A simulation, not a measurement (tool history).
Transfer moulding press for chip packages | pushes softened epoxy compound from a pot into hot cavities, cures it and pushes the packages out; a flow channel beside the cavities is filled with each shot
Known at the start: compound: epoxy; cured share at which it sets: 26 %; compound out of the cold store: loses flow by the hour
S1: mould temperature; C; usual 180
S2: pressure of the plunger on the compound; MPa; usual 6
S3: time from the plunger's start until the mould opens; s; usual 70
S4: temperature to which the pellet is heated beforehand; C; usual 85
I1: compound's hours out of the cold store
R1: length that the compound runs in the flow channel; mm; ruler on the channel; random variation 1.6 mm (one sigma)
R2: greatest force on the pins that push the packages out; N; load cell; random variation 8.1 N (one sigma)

run 1 hour=0 | S1=180 S2=6 S3=70 S4=85 | I1=36.7 | R1=492 R2=467
-- hour=12.6 cavities cleaned with cleaning compound and waxed
run 2 hour=37.8 | S1=180 S2=6 S3=70 S4=85 | I1=13.3 | R1=553 R2=434
-- hour=65.7 cavities cleaned with cleaning compound and waxed
-- hour=120.8 cavities cleaned with cleaning compound and waxed
run 3 hour=123.6 | S1=180 S2=6 S3=70 S4=85 | I1=40.5 | R1=478 R2=327
-- hour=173.4 cavities cleaned with cleaning compound and waxed
run 4 hour=173.4 | S1=180 S2=6 S3=70 S4=85 | I1=32.8 | R1=494 R2=310
-- hour=228.8 cavities cleaned with cleaning compound and waxed
-- hour=244 plunger's sealing rings changed
run 5 hour=258 | S1=180 S2=6 S3=76 S4=85 | I1=40 | R1=500 R2=378
-- hour=285.2 cavities cleaned with cleaning compound and waxed
-- hour=338.5 cavities cleaned with cleaning compound and waxed
run 6 hour=338.5 | S1=180 S2=6 S3=76 S4=85 | I1=19.8 | R1=539 R2=284
run 7 hour=384.1 | S1=180 S2=6 S3=76 S4=85 | I1=39.9 | R1=487 R2=400
-- hour=391 cavities cleaned with cleaning compound and waxed
-- hour=447.9 cavities cleaned with cleaning compound and waxed
run 8 hour=459.8 | S1=180 S2=6 S3=76 S4=85 | I1=20.3 | R1=534 R2=326
-- hour=468.1 mould's thermocouples calibrated
-- hour=507 cavities cleaned with cleaning compound and waxed
run 9 hour=525.9 | S1=180 S2=6 S3=76 S4=85 | I1=16.3 | R1=543 R2=362
-- hour=559.7 cavities cleaned with cleaning compound and waxed
run 10 hour=567.2 | S1=180 S2=6 S3=76 S4=85 | I1=28.9 | R1=506 R2=331
run 11 hour=602.6 | S1=180 S2=6 S3=76 S4=85 | I1=13.6 | R1=541 R2=439
-- hour=614.9 cavities cleaned with cleaning compound and waxed
-- hour=638.1 plunger's sealing rings changed
-- hour=674.6 cavities cleaned with cleaning compound and waxed
run 12 hour=693.6 | S1=180 S2=6 S3=76 S4=85 | I1=36.8 | R1=504 R2=368
-- hour=729.3 cavities cleaned with cleaning compound and waxed
run 13 hour=746.4 | S1=180 S2=6 S3=76 S4=85 | I1=23.4 | R1=533 R2=353
-- hour=782.8 cavities cleaned with cleaning compound and waxed
run 14 hour=830.8 | S1=184 S2=6.91 S3=79 S4=92 | I1=14.7 | R1=580 R2=354
-- hour=836.6 cavities cleaned with cleaning compound and waxed
-- hour=890.2 cavities cleaned with cleaning compound and waxed
run 15 hour=904.4 | S1=180 S2=6 S3=77 S4=85 | I1=31.9 | R1=498 R2=344
-- hour=948.7 cavities cleaned with cleaning compound and waxed
run 16 hour=948.7 | S1=180 S2=6 S3=77 S4=85 | I1=45.4 | R1=464 R2=270
-- hour=1005.1 cavities cleaned with cleaning compound and waxed
-- hour=1028.4 plunger's sealing rings changed
run 17 hour=1036.3 | S1=173 S2=7.11 S3=70 S4=89 | I1=30.5 | R1=587 R2=702
-- hour=1060.1 cavities cleaned with cleaning compound and waxed
run 18 hour=1075.7 | S1=173 S2=7.11 S3=70 S4=89 | I1=45.7 | R1=540 R2=619
-- hour=1117.1 cavities cleaned with cleaning compound and waxed
run 19 hour=1163.2 | S1=173 S2=7.11 S3=70 S4=89 | I1=30.5 | R1=578 R2=811

5 ways to go on from here, each from the tool as it stands after run 19. What would each give?
-- hour=1174 cavities cleaned with cleaning compound and waxed
-- hour=1226.4 cavities cleaned with cleaning compound and waxed
run A hour=1241.4 | S1=180 S2=7.11 S3=70 S4=89 | I1=47.1 | R1=? R2=?
-- hour=1174 cavities cleaned with cleaning compound and waxed
-- hour=1226.4 cavities cleaned with cleaning compound and waxed
run B hour=1241.4 | S1=173 S2=5.6 S3=70 S4=90 | I1=23.9 | R1=? R2=?
-- hour=1174 cavities cleaned with cleaning compound and waxed
-- hour=1226.4 cavities cleaned with cleaning compound and waxed
run C hour=1241.4 | S1=173 S2=7.11 S3=92 S4=89 | I1=11.4 | R1=? R2=?
-- hour=1174 cavities cleaned with cleaning compound and waxed
-- hour=1226.4 cavities cleaned with cleaning compound and waxed
run D hour=1241.4 | S1=180 S2=5.5 S3=53 S4=83 | I1=32.3 | R1=? R2=?
-- hour=1174 cavities cleaned with cleaning compound and waxed
-- hour=1226.4 cavities cleaned with cleaning compound and waxed
run E hour=1241.4 | S1=180 S2=6 S3=64 S4=81 | I1=19.6 | R1=? R2=?

run=A R1=510 R2=381
run=B R1=520 R2=620
run=C R1=630 R2=369
run=D R1=485 R2=757
run=E R1=539 R2=495
Without the tool's hidden state the same runs would have given:
run=A R1=524 R2=325
run=B R1=535 R2=530
run=C R1=648 R2=315
run=D R1=499 R2=645
run=E R1=555 R2=424
